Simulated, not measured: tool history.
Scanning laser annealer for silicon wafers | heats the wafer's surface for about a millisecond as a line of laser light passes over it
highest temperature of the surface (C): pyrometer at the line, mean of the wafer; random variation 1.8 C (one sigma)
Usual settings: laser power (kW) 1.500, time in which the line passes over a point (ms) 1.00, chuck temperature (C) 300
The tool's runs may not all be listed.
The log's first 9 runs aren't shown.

run     day  laser power (kW)  time in which the line passes over a point (ms)  chuck temperature (C)  highest temperature of the surface (C)
 10  12.138             1.500                                             1.00                    300                                     984
     13.183  -- optics aligned, line set to its width
 11  13.958             1.420                                             1.00                    300                                     949
 12  15.783             1.420                                             1.00                    300                                     950
 13  17.404             1.420                                             1.00                    300                                     947
 14  18.375             1.550                                             1.00                    300                                    1024
 15  19.742             1.500                                             0.85                    300                                     936
 16  21.217             1.500                                             0.85                    300                                     936
 17  22.783             1.521                                             1.00                    300                                    1003
 18  24.096             1.500                                             1.00                    300                                     990
 19  25.358             1.500                                             1.00                    300                                     990
 20  26.179             1.500                                             1.00                    300                                     989
 21  28.075             1.402                                             0.76                    273                                     814
 22  29.225             1.492                                             0.97                    305                                     975
 23  30.621             1.326                                             0.71                    340                                     823
 24  31.667             1.569                                             1.00                    286                                    1010
 25  33.467             1.343                                             0.93                    265                                     832
 26  34.542             1.518                                             0.96                    283                                     956
 27  35.779             1.631                                             0.76                    283                                     932

Run 28 comes next. What will it give?
 28  37.133             1.461                                             0.76                    283                                       ?

highest temperature of the surface (C): 845
Without the tool's hidden state the same run would have given highest temperature of the surface (C) 891.
